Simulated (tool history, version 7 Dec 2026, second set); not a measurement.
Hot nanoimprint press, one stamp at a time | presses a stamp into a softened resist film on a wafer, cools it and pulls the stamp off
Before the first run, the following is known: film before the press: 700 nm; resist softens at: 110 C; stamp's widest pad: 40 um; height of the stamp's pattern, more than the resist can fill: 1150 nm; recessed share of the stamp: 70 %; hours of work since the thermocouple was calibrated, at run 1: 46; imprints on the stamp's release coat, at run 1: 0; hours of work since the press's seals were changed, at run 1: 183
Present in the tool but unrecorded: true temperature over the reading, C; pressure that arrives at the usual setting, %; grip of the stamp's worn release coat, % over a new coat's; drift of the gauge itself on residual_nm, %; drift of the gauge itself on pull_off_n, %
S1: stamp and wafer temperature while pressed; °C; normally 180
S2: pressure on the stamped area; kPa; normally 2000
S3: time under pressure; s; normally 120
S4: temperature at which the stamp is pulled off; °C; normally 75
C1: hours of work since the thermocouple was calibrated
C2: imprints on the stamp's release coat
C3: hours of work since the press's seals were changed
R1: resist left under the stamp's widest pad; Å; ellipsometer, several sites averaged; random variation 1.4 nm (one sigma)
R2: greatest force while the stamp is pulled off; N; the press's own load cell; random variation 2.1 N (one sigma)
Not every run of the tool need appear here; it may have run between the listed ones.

| run | hour | S1 | S2 | S3 | S4 | C1 | C2 | C3 | R1 | R2 |
|---|---|---|---|---|---|---|---|---|---|---|
| 1 | 0.0 | 180 | 2000 | 120 | 75 | 46 | 0 | 183 | 2972 | 93 |
| 2 | 8.8 | 180 | 2000 | 61 | 75 | 52 | 21 | 189 | 3832 | 90 |
| 3 | 20.6 | 180 | 2000 | 61 | 75 | 60 | 49 | 196 | 3820 | 93 |
| 4 | 32.2 | 180 | 2000 | 61 | 75 | 68 | 76 | 204 | 3830 | 94 |
| 5 | 43.6 | 180 | 2000 | 74 | 75 | 75 | 103 | 212 | 3593 | 94 |
| 6 | 52.7 | 180 | 2000 | 67 | 75 | 81 | 124 | 218 | 3679 | 97 |
| 7 | 61.4 | 180 | 2000 | 120 | 75 | 87 | 145 | 223 | 2986 | 93 |
| 8 | 66.3 | 180 | 2000 | 120 | 75 | 90 | 156 | 227 | 2998 | 95 |
| 9 | 72.4 | 180 | 2000 | 120 | 75 | 95 | 171 | 231 | 2977 | 92 |
| 10 | 79.7 | 180 | 2000 | 120 | 75 | 99 | 188 | 236 | 2983 | 97 |
| 11 | 89.9 | 192 | 2000 | 120 | 75 | 106 | 212 | 242 | 1814 | 93 |
| 12 | 98.9 | 184 | 2000 | 120 | 75 | 112 | 233 | 248 | 2525 | 92 |
| 13 | 104.8 | 180 | 2000 | 120 | 75 | 116 | 247 | 252 | 2983 | 95 |
| 14 | 116.2 | 178 | 2000 | 120 | 75 | 124 | 274 | 260 | 3232 | 98 |
| 15 | 121.4 | 178 | 2000 | 120 | 75 | 127 | 286 | 263 | 3238 | 92 |
| 16 | 132.0 | 175 | 1720 | 82 | 72 | 134 | 311 | 270 | 4391 | 102 |
| 17 | 141.5 | 180 | 2000 | 176 | 81 | 140 | 333 | 277 | 2554 | 93 |
| 18 | 146.4 | 168 | 2000 | 120 | 75 | 144 | 345 | 280 | 4709 | 102 |
| 19 | 154.4 | 179 | 2710 | 159 | 75 | 149 | 364 | 285 | 2398 | 98 |
| 20 | 160.5 | 179 | 2710 | 159 | 75 | 153 | 378 | 289 | 2401 | 100 |
| 21 | 168.9 | 179 | 2710 | 159 | 75 | 159 | 398 | 295 | 2398 | 101 |
| 22 | 175.1 | 179 | 2710 | 159 | 75 | 163 | 412 | 299 | 2383 | 99 |
| 23 | 180.4 | 179 | 2710 | 159 | 75 | 166 | 425 | 302 | 2408 | 106 |
| 24 | 185.9 | 186 | 2000 | 82 | 62 | 170 | 438 | 306 | 2708 | 117 |
| 25 | 192.0 | 173 | 1430 | 82 | 62 | 174 | 452 | 310 | 4948 | 121 |
| 26 | 202.9 | 172 | 2100 | 63 | 66 | 181 | 478 | 317 | 4821 | 115 |
| 27 | 208.6 | 180 | 2690 | 147 | 69 | 185 | 491 | 321 | 2370 | 115 |
| 28 | 216.4 | 180 | 2690 | 121 | 67 | 190 | 509 | 326 | 2561 | 112 |
| 29 | 223.9 | 180 | 2690 | 121 | 67 | 195 | 527 | 331 | 2595 | 118 |

Below are 3 alternative next runs, each starting from the tool's condition after run 29. Predict each:
| A | 233.1 | 180 | 1470 | 85 | 82 | 201 | 549 | 337 | ? | ? |
| B | 233.1 | 180 | 2170 | 120 | 77 | 201 | 549 | 337 | ? | ? |
| C | 233.1 | 179 | 2430 | 84 | 67 | 201 | 549 | 337 | ? | ? |

| run | R1 | R2 |
|---|---|---|
| A | 3820 | 92 |
| B | 2833 | 103 |
| C | 3226 | 119 |
Without the tool's unlogged condition, the same runs would have read:
| run | R1 | R2 |
|---|---|---|
| A | 3864 | 79 |
| B | 2866 | 89 |
| C | 3260 | 103 |
